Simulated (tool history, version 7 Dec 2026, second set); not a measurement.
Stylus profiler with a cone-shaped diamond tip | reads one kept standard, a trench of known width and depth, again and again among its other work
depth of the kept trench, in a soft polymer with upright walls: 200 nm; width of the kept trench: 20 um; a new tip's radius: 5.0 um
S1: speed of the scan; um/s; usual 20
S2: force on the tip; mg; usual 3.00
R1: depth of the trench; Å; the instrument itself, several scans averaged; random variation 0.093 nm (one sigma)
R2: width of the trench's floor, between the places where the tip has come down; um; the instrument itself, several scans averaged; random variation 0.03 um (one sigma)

run	hour	S1	S2	R1	R2
1	0.0	20	3.00	2038.3	16.38
2	24.1	20	3.00	2036.9	16.33
3	42.3	20	3.00	2036.8	16.38
4	77.8	20	3.00	2040.1	16.32
5	117.0	20	3.00	2037.8	16.33
6	146.8	12	3.00	2036.3	16.29
7	184.6	12	3.00	2036.6	16.24
8	214.6	12	3.00	2037.0	16.24
9	245.2	12	3.00	2035.9	16.25
10	273.8	12	3.00	2037.5	16.24
11	313.9	12	3.00	2037.7	16.14
12	353.3	12	3.00	2037.5	16.13
13	386.5	20	4.85	2053.5	16.10
14	422.0	32	6.45	2064.2	16.05
15	440.2	32	6.45	2062.8	16.02
16	460.8	32	6.45	2063.3	16.04

Forecast each of these 5 alternatives for the next run:
A	494.3	22	4.52	?	?
B	494.3	45	3.21	?	?
C	494.3	53	3.00	?	?
D	494.3	22	3.00	?	?
E	494.3	19	1.38	?	?

run	R1	R2
A	2050.5	16.01
B	2039.0	15.86
C	2036.2	15.83
D	2037.1	15.99
E	2020.2	15.93
Without the tool's hidden state the same runs would have given:
run	R1	R2
A	2052.8	17.11
B	2041.3	16.96
C	2038.5	16.93
D	2039.4	17.08
E	2022.5	17.02
